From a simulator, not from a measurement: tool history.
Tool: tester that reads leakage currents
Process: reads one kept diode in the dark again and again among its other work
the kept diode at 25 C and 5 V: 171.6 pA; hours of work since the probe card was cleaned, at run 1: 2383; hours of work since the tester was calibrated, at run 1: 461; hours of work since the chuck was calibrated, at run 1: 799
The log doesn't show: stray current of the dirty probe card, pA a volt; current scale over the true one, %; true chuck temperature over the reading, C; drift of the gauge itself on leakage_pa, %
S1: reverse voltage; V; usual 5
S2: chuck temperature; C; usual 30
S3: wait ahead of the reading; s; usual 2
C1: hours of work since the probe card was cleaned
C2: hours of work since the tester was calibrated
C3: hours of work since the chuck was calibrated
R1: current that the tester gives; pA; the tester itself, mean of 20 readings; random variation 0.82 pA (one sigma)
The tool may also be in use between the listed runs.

Run 1, hour 0: usual settings; C1 2383; C2 461; C3 799. Result: R1 272.11 pA.
Run 2, hour 52.8: usual settings; C1 2418; C2 495; C3 834. Result: R1 271.9 pA.
Run 3, hour 97.3: usual settings; C1 2447; C2 524; C3 863. Result: R1 271.87 pA.
Run 4, hour 161.1: usual settings; C1 2489; C2 566; C3 905. Result: R1 271.8 pA.
Run 5, hour 263.7: usual settings; C1 2557; C2 634; C3 972. Result: R1 268.22 pA.
Run 6, hour 363.6: usual settings but S2 22 C; C1 2622; C2 700; C3 1038. Result: R1 133.28 pA.
Run 7, hour 446.5: usual settings but S2 22 C; C1 2677; C2 754; C3 1093. Result: R1 133.23 pA.
At hour 536: probe card cleaned and baked.
Run 8, hour 544: usual settings but S2 22 C; C1 5; C2 816; C3 1155. Result: R1 123.26 pA.
Run 9, hour 590.8: usual settings but S2 29 C; C1 36; C2 847; C3 1186. Result: R1 235.73 pA.
Run 10, hour 661: usual settings but S2 29 C; C1 82; C2 893; C3 1232. Result: R1 236.45 pA.
Run 11, hour 755.6: usual settings but S2 29 C, S3 0.48 s; C1 144; C2 955; C3 1294. Result: R1 238.41 pA.
Run 12, hour 835.6: usual settings but S2 29 C, S3 0.48 s; C1 197; C2 1008; C3 1347. Result: R1 237.48 pA.
Run 13, hour 914.4: usual settings but S2 59 C, S3 0.48 s; C1 249; C2 1060; C3 1399. Result: R1 2881.51 pA.
Run 14, hour 1014.7: usual settings but S1 8.16 V; C1 315; C2 1126; C3 1464. Result: R1 317.88 pA.
Run 15, hour 1066.4: usual settings but S1 16.94 V, S2 22 C, S3 6.23 s; C1 349; C2 1160; C3 1498. Result: R1 209.3 pA.
Run 16, hour 1136.3: usual settings but S1 1.5 V, S2 26 C, S3 0.62 s; C1 395; C2 1206; C3 1544. Result: R1 105.66 pA.
Run 17, hour 1181.5: usual settings but S1 2.19 V; C1 425; C2 1236; C3 1574. Result: R1 178.42 pA.
Run 18, hour 1225.4: usual settings but S1 2.66 V, S2 50 C; C1 453; C2 1264; C3 1603. Result: R1 1070.97 pA.
Run 19, hour 1317.7: usual settings but S1 9.72 V; C1 514; C2 1325; C3 1664. Result: R1 341.92 pA.
Run 20, hour 1392.7: usual settings but S3 0.99 s; C1 563; C2 1374; C3 1713. Result: R1 255.53 pA.
Run 21, hour 1486.7: usual settings but S3 0.99 s; C1 625; C2 1436; C3 1775. Result: R1 254.23 pA.
Run 22, hour 1529.6: usual settings but S1 1.99 V, S2 25 C, S3 3.62 s; C1 653; C2 1465; C3 1803. Result: R1 106.95 pA.
Run 23, hour 1584.2: usual settings but S1 1.99 V, S2 25 C, S3 3.62 s; C1 689; C2 1500; C3 1839. Result: R1 106.82 pA.
Run 24, hour 1683.7: usual settings but S3 2.98 s; C1 755; C2 1566; C3 1904. Result: R1 255.75 pA.

Forecast each of these 3 alternatives for the next run:
Run A, hour 1768.2: usual settings but S1 1.54 V, S2 45 C, S3 1.12 s; C1 810; C2 1621; C3 1960. Result: R1 ?.
Run B, hour 1768.2: usual settings but S1 5.79 V, S2 32 C, S3 1.06 s; C1 810; C2 1621; C3 1960. Result: R1 ?.
Run C, hour 1768.2: usual settings but S2 25 C; C1 810; C2 1621; C3 1960. Result: R1 ?.

run      R1
  A  557.86
  B  323.82
  C  160.75
Without the tool's hidden state the same runs would have given:
run      R1
  A  601.58
  B  348.31
  C   172.2
